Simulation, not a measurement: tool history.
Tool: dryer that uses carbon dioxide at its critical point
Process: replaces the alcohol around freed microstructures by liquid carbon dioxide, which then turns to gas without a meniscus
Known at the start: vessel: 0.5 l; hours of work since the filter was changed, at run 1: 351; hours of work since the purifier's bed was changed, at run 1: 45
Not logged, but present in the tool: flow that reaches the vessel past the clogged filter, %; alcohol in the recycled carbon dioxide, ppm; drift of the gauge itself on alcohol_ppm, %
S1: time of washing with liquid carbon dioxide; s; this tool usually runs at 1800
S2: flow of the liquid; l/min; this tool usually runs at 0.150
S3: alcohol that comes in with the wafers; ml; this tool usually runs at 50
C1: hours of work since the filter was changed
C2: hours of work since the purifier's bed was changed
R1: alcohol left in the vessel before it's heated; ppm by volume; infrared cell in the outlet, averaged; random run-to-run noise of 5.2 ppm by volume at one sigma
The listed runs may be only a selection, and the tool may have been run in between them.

run	hour	S1	S2	S3	C1	C2	R1
1	0.0	1800	0.150	50	351	45	207
2	23.2	1800	0.155	50	368	61	175
3	33.7	1800	0.155	50	375	68	179
4	59.3	1800	0.150	65	393	87	290
5	84.9	1800	0.150	65	411	104	306
6	102.5	1800	0.150	65	423	117	312
7	125.8	1800	0.150	50	440	133	262
8	145.8	1800	0.150	50	454	147	282
9	157.2	2760	0.124	37	462	155	81
10	181.6	1560	0.150	20	479	172	254

Run 11 comes next. What will it give?
11	195.3	2400	0.150	50	489	182	?

Run 11 produced R1 74 ppm by volume.
Had the tool carried no hidden state, the very same run would have given R1 11 ppm by volume.
